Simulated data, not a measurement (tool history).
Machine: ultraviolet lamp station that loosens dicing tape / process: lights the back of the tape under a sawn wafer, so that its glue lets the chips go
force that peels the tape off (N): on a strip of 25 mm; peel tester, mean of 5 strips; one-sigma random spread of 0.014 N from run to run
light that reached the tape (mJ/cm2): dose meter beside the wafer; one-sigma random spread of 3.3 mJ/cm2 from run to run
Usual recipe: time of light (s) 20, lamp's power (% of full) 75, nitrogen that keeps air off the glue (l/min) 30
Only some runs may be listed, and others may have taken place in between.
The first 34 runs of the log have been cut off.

| run | hour | time of light (s) | lamp's power (% of full) | nitrogen that keeps air off the glue (l/min) | force that peels the tape off (N) | light that reached the tape (mJ/cm2) |
|---|---|---|---|---|---|---|
| 35 | 296.9 | 33 | 62 | 19 | 0.771 | 578 |
| 36 | 304.2 | 31 | 65 | 30 | 0.570 | 570 |
| 37 | 314.8 | 31 | 65 | 30 | 0.559 | 569 |
| 38 | 324.0 | 14 | 68 | 13 | 2.520 | 267 |
| 39 | 330.8 | 12 | 75 | 20 | 2.225 | 250 |
| 40 | 342.0 | 12 | 75 | 20 | 2.286 | 248 |
| 41 | 352.2 | 17 | 61 | 16 | 2.202 | 288 |
| 42 | 361.0 | 31 | 99 | 16 | 0.412 | 855 |

5 options for the next run, each taken on its own from the tool as it stands now. Forecast them:
| A | 372.9 | 17 | 75 | 35 | ? | ? |
| B | 372.9 | 35 | 99 | 16 | ? | ? |
| C | 372.9 | 19 | 67 | 11 | ? | ? |
| D | 372.9 | 31 | 77 | 45 | ? | ? |
| E | 372.9 | 34 | 94 | 13 | ? | ? |

| run | force that peels the tape off (N) | light that reached the tape (mJ/cm2) |
|---|---|---|
| A | 1.195 | 342 |
| B | 0.339 | 943 |
| C | 2.103 | 350 |
| D | 0.344 | 646 |
| E | 0.460 | 871 |
Without the tool's unlogged condition, the same runs would have read:
| run | force that peels the tape off (N) | light that reached the tape (mJ/cm2) |
|---|---|---|
| A | 0.789 | 444 |
| B | 0.230 | 1220 |
| C | 1.567 | 453 |
| D | 0.233 | 837 |
| E | 0.289 | 1127 |
